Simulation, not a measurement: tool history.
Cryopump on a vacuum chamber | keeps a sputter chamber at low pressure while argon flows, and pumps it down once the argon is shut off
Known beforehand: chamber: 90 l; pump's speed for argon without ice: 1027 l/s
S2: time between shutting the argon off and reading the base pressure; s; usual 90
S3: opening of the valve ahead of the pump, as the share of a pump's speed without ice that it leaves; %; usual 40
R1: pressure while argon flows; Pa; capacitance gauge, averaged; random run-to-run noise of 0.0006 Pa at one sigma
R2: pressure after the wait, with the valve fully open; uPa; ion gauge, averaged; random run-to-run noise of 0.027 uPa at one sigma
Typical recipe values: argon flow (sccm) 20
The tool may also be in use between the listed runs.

run 1 hour=0.0 | argon_flow_(sccm)=20 S2=90 S3=40 | R1=0.0929 R2=2.27
run 2 hour=27.6 | argon_flow_(sccm)=20 S2=90 S3=40 | R1=0.0940 R2=2.32
run 3 hour=56.5 | argon_flow_(sccm)=20 S2=90 S3=40 | R1=0.0954 R2=2.30
-- hour=77.4 pump warmed up, emptied and cooled again
run 4 hour=86.0 | argon_flow_(sccm)=20 S2=90 S3=40 | R1=0.0830 R2=2.02
run 5 hour=106.7 | argon_flow_(sccm)=20 S2=90 S3=40 | R1=0.0841 R2=2.02
run 6 hour=137.3 | argon_flow_(sccm)=20 S2=90 S3=40 | R1=0.0852 R2=2.12
run 7 hour=158.2 | argon_flow_(sccm)=20 S2=90 S3=40 | R1=0.0853 R2=2.05
run 8 hour=176.1 | argon_flow_(sccm)=11 S2=90 S3=40 | R1=0.0471 R2=2.12
run 9 hour=204.9 | argon_flow_(sccm)=11 S2=90 S3=40 | R1=0.0478 R2=2.11
run 10 hour=228.4 | argon_flow_(sccm)=11 S2=90 S3=40 | R1=0.0474 R2=2.20
run 11 hour=251.3 | argon_flow_(sccm)=20 S2=90 S3=36 | R1=0.0958 R2=2.24
run 12 hour=269.4 | argon_flow_(sccm)=20 S2=90 S3=36 | R1=0.0964 R2=2.20
run 13 hour=295.6 | argon_flow_(sccm)=20 S2=90 S3=36 | R1=0.0972 R2=2.22
run 14 hour=316.1 | argon_flow_(sccm)=9 S2=20 S3=51 | R1=0.0325 R2=5.44
run 15 hour=330.8 | argon_flow_(sccm)=30 S2=94 S3=51 | R1=0.1070 R2=2.29

Run 16 has not been measured yet. What should we expect?
run 16 hour=345.9 | argon_flow_(sccm)=30 S2=94 S3=51 | R1=? R2=?

R1: 0.1093 Pa
R2: 2.32 uPa
Were there no unlogged condition in the tool, this run, its random variation unchanged, would have produced R1 0.0978 Pa, R2 1.13 uPa.
